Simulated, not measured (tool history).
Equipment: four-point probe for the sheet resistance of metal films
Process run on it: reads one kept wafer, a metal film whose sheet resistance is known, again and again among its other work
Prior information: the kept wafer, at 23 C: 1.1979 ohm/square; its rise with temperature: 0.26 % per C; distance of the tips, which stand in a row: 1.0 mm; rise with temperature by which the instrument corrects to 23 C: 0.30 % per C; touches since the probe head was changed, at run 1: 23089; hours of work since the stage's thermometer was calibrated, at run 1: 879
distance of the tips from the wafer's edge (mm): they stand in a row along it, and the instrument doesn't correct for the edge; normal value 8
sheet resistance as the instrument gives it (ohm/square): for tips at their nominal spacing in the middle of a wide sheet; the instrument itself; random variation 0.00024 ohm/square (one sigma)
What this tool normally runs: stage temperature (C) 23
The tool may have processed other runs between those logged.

run,hour,stage temperature (C),distance of the tips from the wafer's edge (mm),touches since the probe head was changed,hours of work since the stage's thermometer was calibrated,sheet resistance as the instrument gives it (ohm/square)
1,0,23,8,23089,879,1.206342
2,26.3,23,8,24514,898,1.206561
3,49.6,23,8,25779,914,1.206513
4,62.7,32,8,26491,923,1.201903
5,74.8,23,8,27147,932,1.206894
6,94.5,23,8,28213,946,1.206479
7,115.9,23,8,29375,961,1.205884
8,142.2,27,8,30805,979,1.204259
9,169.8,27,8,32300,999,1.204932
10,193.6,23,11,33591,1016,1.202267
11,210.8,23,9,34524,1028,1.205056
12,226.3,23,9,35364,1039,1.204856
13,241.6,23,8,36195,1050,1.206958
14,264.4,23,8,37430,1066,1.207125
15,288.8,28,14,38755,1083,1.197126
16,308.7,25,40,39832,1097,1.196503
17,328.2,25,40,40891,1111,1.196284
18,347.8,25,16,41953,1125,1.198002
19,365.4,25,16,42908,1137,1.198039
20,393.2,19,19,44417,1157,1.200579
21,414.3,28,8,45561,1171,1.204676
22,439.6,28,8,46931,1189,1.20458
23,459.8,29,13,48029,1204,1.198084
24,482.7,20,47,49272,1220,1.199238
25,502.8,20,8,50361,1234,1.208983
26,528.9,20,8,51774,1252,1.20909
27,555,25,21,53191,1271,1.197473

Predict each of these 3 candidate next runs independently; none follows another, all start after run 27:
# hour 574.3: stage's thermometer calibrated
A,575.1,31,21,54257,1,?
# hour 574.3: stage's thermometer calibrated
B,575.1,25,31,54257,1,?
# hour 574.3: stage's thermometer calibrated
C,575.1,35,8,54257,1,?

run,sheet resistance as the instrument gives it (ohm/square)
A,1.19554
B,1.197976
C,1.202151
Had the tool no hidden state, the same runs would have come out as:
run,sheet resistance as the instrument gives it (ohm/square)
A,1.19527
B,1.197706
C,1.201881
